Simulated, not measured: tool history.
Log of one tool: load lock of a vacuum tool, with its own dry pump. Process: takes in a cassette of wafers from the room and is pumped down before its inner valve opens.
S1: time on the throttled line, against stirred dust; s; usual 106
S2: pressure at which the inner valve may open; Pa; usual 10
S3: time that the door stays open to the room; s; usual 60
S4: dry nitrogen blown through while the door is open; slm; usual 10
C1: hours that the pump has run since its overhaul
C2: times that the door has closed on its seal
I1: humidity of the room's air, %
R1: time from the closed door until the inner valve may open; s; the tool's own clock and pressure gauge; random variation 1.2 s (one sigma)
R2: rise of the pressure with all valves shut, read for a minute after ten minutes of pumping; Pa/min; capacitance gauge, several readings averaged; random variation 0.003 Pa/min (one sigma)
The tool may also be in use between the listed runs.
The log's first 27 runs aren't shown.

Run 28, hour 1706.6: usual settings but S4 8 slm; C1 3114; C2 12002; I1 44.5. Result: R1 201.4 s, R2 0.088 Pa/min.
Run 29, hour 1804.1: usual settings but S1 127 s, S4 5 slm; C1 3212; C2 12347; I1 45.5. Result: R1 218.2 s, R2 0.095 Pa/min.
Run 30, hour 1845.9: usual settings but S1 127 s, S4 5 slm; C1 3254; C2 12494; I1 46.0. Result: R1 217.0 s, R2 0.092 Pa/min.
Run 31, hour 1945.3: usual settings but S1 127 s, S2 19 Pa, S3 65 s, S4 5 slm; C1 3353; C2 12846; I1 46.1. Result: R1 210.5 s, R2 0.098 Pa/min.
Run 32, hour 2007.6: usual settings but S1 127 s, S2 18 Pa, S3 65 s, S4 5 slm; C1 3415; C2 13066; I1 43.8. Result: R1 208.9 s, R2 0.105 Pa/min.
Run 33, hour 2082.9: usual settings but S2 12 Pa; C1 3491; C2 13332; I1 42.1. Result: R1 198.5 s, R2 0.092 Pa/min.
Run 34, hour 2141.7: usual settings but S1 185 s, S2 12 Pa, S3 72 s; C1 3550; C2 13540; I1 49.0. Result: R1 255.0 s, R2 0.103 Pa/min.
Run 35, hour 2205.4: usual settings but S1 188 s, S3 25 s, S4 16 slm; C1 3613; C2 13765; I1 48.1. Result: R1 262.6 s, R2 0.079 Pa/min.
Run 36, hour 2275.9: usual settings but S2 8 Pa, S3 29 s; C1 3684; C2 14014; I1 42.8. Result: R1 205.6 s, R2 0.085 Pa/min.

4 ways to go on from here, each from the tool as it stands after run 36. What would each give?
Run A, hour 2366.5: usual settings but S3 97 s; C1 3774; C2 14334; I1 43.5. Result: R1 ?, R2 ?.
Run B, hour 2366.5: usual settings but S1 143 s, S2 11 Pa, S4 8 slm; C1 3774; C2 14334; I1 46.5. Result: R1 ?, R2 ?.
Run C, hour 2366.5: usual settings but S2 13 Pa, S4 22 slm; C1 3774; C2 14334; I1 45.6. Result: R1 ?, R2 ?.
Run D, hour 2366.5: usual settings but S1 120 s, S2 8 Pa, S3 195 s, S4 22 slm; C1 3774; C2 14334; I1 47.5. Result: R1 ?, R2 ?.

run     R1     R2
  A  203.2  0.116
  B  227.3  0.103
  C  201.2  0.098
  D  212.2  0.129
Without the tool's hidden state the same runs would have given:
run     R1     R2
  A  198.7  0.052
  B  223.6  0.041
  C  196.8  0.036
  D  208.1  0.066
